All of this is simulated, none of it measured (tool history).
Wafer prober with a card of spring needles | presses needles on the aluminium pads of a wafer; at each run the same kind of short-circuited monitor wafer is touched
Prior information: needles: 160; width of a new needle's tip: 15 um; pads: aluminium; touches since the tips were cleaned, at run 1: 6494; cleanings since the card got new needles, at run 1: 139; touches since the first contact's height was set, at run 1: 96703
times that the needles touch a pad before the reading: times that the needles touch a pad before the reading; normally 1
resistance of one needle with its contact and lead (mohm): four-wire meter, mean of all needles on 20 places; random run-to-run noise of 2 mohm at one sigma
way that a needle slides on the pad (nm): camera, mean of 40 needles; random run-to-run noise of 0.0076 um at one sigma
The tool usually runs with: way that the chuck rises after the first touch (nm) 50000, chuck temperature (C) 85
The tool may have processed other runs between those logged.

run    hour  way that the chuck rises after the first touch (nm)  chuck temperature (C)  times that the needles touch a pad before the reading  touches since the tips were cleaned  cleanings since the card got new needles  touches since the first contact's height was set  resistance of one needle with its contact and lead (mohm)  way that a needle slides on the pad (nm)
  1     0.0                                                50000                     85                                                      1                                 6494                                       139                                             96703                                                        318                                      8262
        3.6  -- tips cleaned on abrasive film
       17.8  -- tips cleaned on abrasive film
       25.1  -- height of the first contact set anew
       35.7  -- tips cleaned on abrasive film
  2    48.0                                                31000                     85                                                      1                                 6819                                       142                                             12702                                                        456                                      5180
       51.6  -- tips cleaned on abrasive film
       65.7  -- tips cleaned on abrasive film
       83.4  -- tips cleaned on abrasive film
      101.1  -- tips cleaned on abrasive film
  3   102.1                                                50000                     85                                                      1                                  588                                       146                                             42707                                                        248                                      8333
      116.3  -- tips cleaned on abrasive film
      130.4  -- tips cleaned on abrasive film
      144.6  -- tips cleaned on abrasive film
      162.3  -- tips cleaned on abrasive film
  4   166.3                                                50000                     85                                                      1                                 2270                                       150                                             78315                                                        291                                      8284
      177.0  -- tips cleaned on abrasive film
      194.6  -- tips cleaned on abrasive film
  5   205.8                                                50000                     85                                                      1                                 6220                                       152                                            100221                                                        320                                      8274
      209.4  -- tips cleaned on abrasive film
      223.8  -- height of the first contact set anew
      227.4  -- tips cleaned on abrasive film
      245.0  -- tips cleaned on abrasive film
      259.2  -- tips cleaned on abrasive film
      276.9  -- tips cleaned on abrasive film
  6   290.4                                                50000                     49                                                      1                                 7540                                       157                                             36956                                                        314                                      8333
      294.0  -- tips cleaned on abrasive film
      308.2  -- tips cleaned on abrasive film
      325.8  -- tips cleaned on abrasive film
      343.5  -- tips cleaned on abrasive film
  7   354.0                                                50000                     85                                                      1                                 5882                                       161                                             72254                                                        318                                      8290
      361.2  -- tips cleaned on abrasive film
      378.8  -- tips cleaned on abrasive film
      396.5  -- tips cleaned on abrasive film
      414.2  -- tips cleaned on abrasive film
      421.5  -- height of the first contact set anew
      432.1  -- tips cleaned on abrasive film
  8   438.5                                                50000                     85                                                      1                                 3552                                       166                                              9435                                                        301                                      8365
      449.2  -- tips cleaned on abrasive film
      463.3  -- tips cleaned on abrasive film
      481.0  -- tips cleaned on abrasive film
  9   486.6                                                50000                     85                                                      1                                 3160                                       169                                             36128                                                        290                                      8331
      497.3  -- tips cleaned on abrasive film
      515.0  -- tips cleaned on abrasive film
      532.6  -- tips cleaned on abrasive film
      550.3  -- tips cleaned on abrasive film
      568.0  -- tips cleaned on abrasive film
 10   572.1                                                33000                     85                                                      1                                 2300                                       174                                             83533                                                        369                                      5441
      582.7  -- tips cleaned on abrasive film
      600.4  -- tips cleaned on abrasive film
      614.6  -- tips cleaned on abrasive film
      618.4  -- height of the first contact set anew
 11   626.5                                                33000                     85                                                      1                                 6509                                       177                                              4549                                                        442                                      5526
      630.1  -- tips cleaned on abrasive film
      647.8  -- tips cleaned on abrasive film
      662.0  -- tips cleaned on abrasive film
      679.6  -- tips cleaned on abrasive film
      697.3  -- tips cleaned on abrasive film
 12   705.3                                                33000                     27                                                      1                                 4444                                       182                                             48216                                                        437                                      5473
      712.4  -- tips cleaned on abrasive film
      726.6  -- tips cleaned on abrasive film
      744.2  -- tips cleaned on abrasive film
 13   751.7                                                33000                     27                                                      1                                 4147                                       185                                             73936                                                        420                                      5440
      758.8  -- tips cleaned on abrasive film
      776.5  -- tips cleaned on abrasive film
      793.4  -- tips cleaned on abrasive film
 14   793.4                                                68000                     85                                                      2                                    0                                       188                                             97049                                                        218                                     11257
      811.1  -- tips cleaned on abrasive film
      818.4  -- height of the first contact set anew
      829.0  -- tips cleaned on abrasive film
 15   838.2                                                50000                     85                                                      2                                 5098                                       190                                             10982                                                        278                                      8350
      845.3  -- tips cleaned on abrasive film
      863.0  -- tips cleaned on abrasive film
      877.1  -- tips cleaned on abrasive film
 16   878.6                                                50000                     85                                                      2                                  845                                       193                                             33399                                                        244                                      8302
      892.8  -- tips cleaned on abrasive film
      910.5  -- tips cleaned on abrasive film
 17   924.3                                                55000                     85                                                      3                                 7746                                       195                                             58794                                                        253                                      9146
      928.0  -- tips cleaned on abrasive film
      945.6  -- tips cleaned on abrasive film
      963.3  -- tips cleaned on abrasive film
      981.0  -- tips cleaned on abrasive film
      998.6  -- tips cleaned on abrasive film
 18  1001.7                                                55000                     29                                                      1                                 1721                                       200                                            101698                                                        256                                      9092

A few steps of resistance of one needle with its contact and lead (mohm) between consecutive runs. Split each: what settings, incoming material and random variation would produce without the hidden state, and what is left over for the hidden state, along with gauge scatter present in only one of the two compared results (measured, and without hidden state):
Unlogged tool condition in this case: debris on the tips, nm; way that the needles fall short of the set height, um; tips' diameter, um; drift of the gauge itself on contact_mohm, %; drift of the gauge itself on scrub_um, %.
Run 2 -> 3: way that the chuck rises after the first touch (nm) 31000 -> 50000, tips cleaned on abrasive film, tips cleaned on abrasive film, tips cleaned on abrasive film, tips cleaned on abrasive film. resistance of one needle with its contact and lead (mohm) -208: hidden state -198, all else -10.
Run 13 -> 14: way that the chuck rises after the first touch (nm) 33000 -> 68000, chuck temperature (C) 27 -> 85, times that the needles touch a pad before the reading 1 -> 2, tips cleaned on abrasive film, tips cleaned on abrasive film, tips cleaned on abrasive film. resistance of one needle with its contact and lead (mohm) -202: hidden state -202, all else +0.
